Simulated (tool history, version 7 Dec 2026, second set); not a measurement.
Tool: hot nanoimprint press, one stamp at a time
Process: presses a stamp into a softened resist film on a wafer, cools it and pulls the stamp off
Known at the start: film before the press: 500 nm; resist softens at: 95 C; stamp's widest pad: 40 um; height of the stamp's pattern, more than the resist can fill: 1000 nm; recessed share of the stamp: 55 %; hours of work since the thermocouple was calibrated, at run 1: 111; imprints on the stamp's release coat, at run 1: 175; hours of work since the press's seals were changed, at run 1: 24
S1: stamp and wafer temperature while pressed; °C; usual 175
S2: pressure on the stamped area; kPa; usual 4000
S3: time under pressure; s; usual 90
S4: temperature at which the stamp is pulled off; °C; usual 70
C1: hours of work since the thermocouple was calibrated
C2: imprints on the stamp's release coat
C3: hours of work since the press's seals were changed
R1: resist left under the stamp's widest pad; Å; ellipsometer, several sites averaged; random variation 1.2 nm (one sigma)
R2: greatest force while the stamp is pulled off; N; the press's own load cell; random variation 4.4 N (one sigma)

run   hour   S1    S2   S3  S4   C1    C2   C3    R1   R2
  1      0  175  4000   90  70  111   175   24  1755  210
  2   21.3  175  4000   90  70  119   240   32  1749  219
  3   40.7  175  4000   90  70  128   300   41  1758  222
  4     61  178  4000   90  70  136   363   49  1618  221
  5   72.1  175  4000   90  77  141   397   54  1752  209
  6   90.6  175  4000   90  77  148   454   61  1760  214
  7  107.4  175  4000  107  70  155   506   68  1641  219
  8  125.2  180  4000  107  70  163   561   76  1383  228
  9    149  180  4000  107  70  173   634   86  1388  225
 10    169  180  4000  107  70  181   696   94  1381  230
 11  183.2  180  4000  107  70  187   739  100  1363  230
 12  195.9  175  4000   90  70  192   778  105  1753  224
 13  221.7  175  4000   90  70  203   858  116  1779  224
 14  244.3  175  4000   90  70  212   928  126  1745  239
 15  260.1  175  4000   90  70  219   976  132  1751  230
 16  285.9  175  4000  170  70  230  1056  143  1337  240
 17  305.5  175  4000  170  70  238  1116  151  1338  238
 18    330  173  3890   90  58  248  1192  161  1895  258
 19    342  164  6280   56  76  253  1229  166  2468  224
 20  358.9  164  6280   56  76  260  1281  173  2497  231
 21  371.9  187  3080   90  63  266  1321  179  1338  248
 22  384.7  168  4670  105  57  271  1360  184  1911  253
 23  408.9  166  4000  132  55  281  1435  194  2041  277
 24  421.8  175  5920  132  63  287  1474  200  1225  257
       430  -- stamp cleaned and given a new release coat
 25  447.2  175  5920  132  63  295    53  208  1208  227
 26  459.5  181  5920   70  63  300    91  213  1298  230
 27  473.1  181  5920   70  63  305   133  218  1318  223
 28  488.2  181  5920   70  63  312   180  225  1308  226
 29  498.8  182  5690   78  63  316   212  229  1220  224
 30  512.2  187  5690  157  73  322   254  235   756  214

Measured less the same run without the tool's hidden state. The same run-to-run variation is in both; the gauge's scatter may not be:
The hidden state here: true temperature over the reading, C; pressure that arrives at the usual setting, %; grip of the stamp's worn release coat, % over a new coat's; drift of the gauge itself on residual_nm, %; drift of the gauge itself on pull_off_n, %.
run   R1   R2
  1  -25   +3
  2  -26   +4
  3  -29   +6
  4  -28   +7
  5  -31   +7
  6  -33   +8
  7  -33  +10
  8  -28  +11
  9  -30  +12
 10  -31  +14
 11  -32  +14
 12  -42  +15
 13  -45  +16
 14  -46  +19
 15  -48  +19
 16  -40  +22
 17  -42  +23
 18  -58  +26
 19  -74  +24
 20  -76  +24
 21  -41  +28
 22  -67  +29
 23  -77  +33
 24  -43  +31
 25  -44   -1
 26  -44   +0
 27  -45   +1
 28  -46   +2
 29  -44   +3
 30  -26   +3

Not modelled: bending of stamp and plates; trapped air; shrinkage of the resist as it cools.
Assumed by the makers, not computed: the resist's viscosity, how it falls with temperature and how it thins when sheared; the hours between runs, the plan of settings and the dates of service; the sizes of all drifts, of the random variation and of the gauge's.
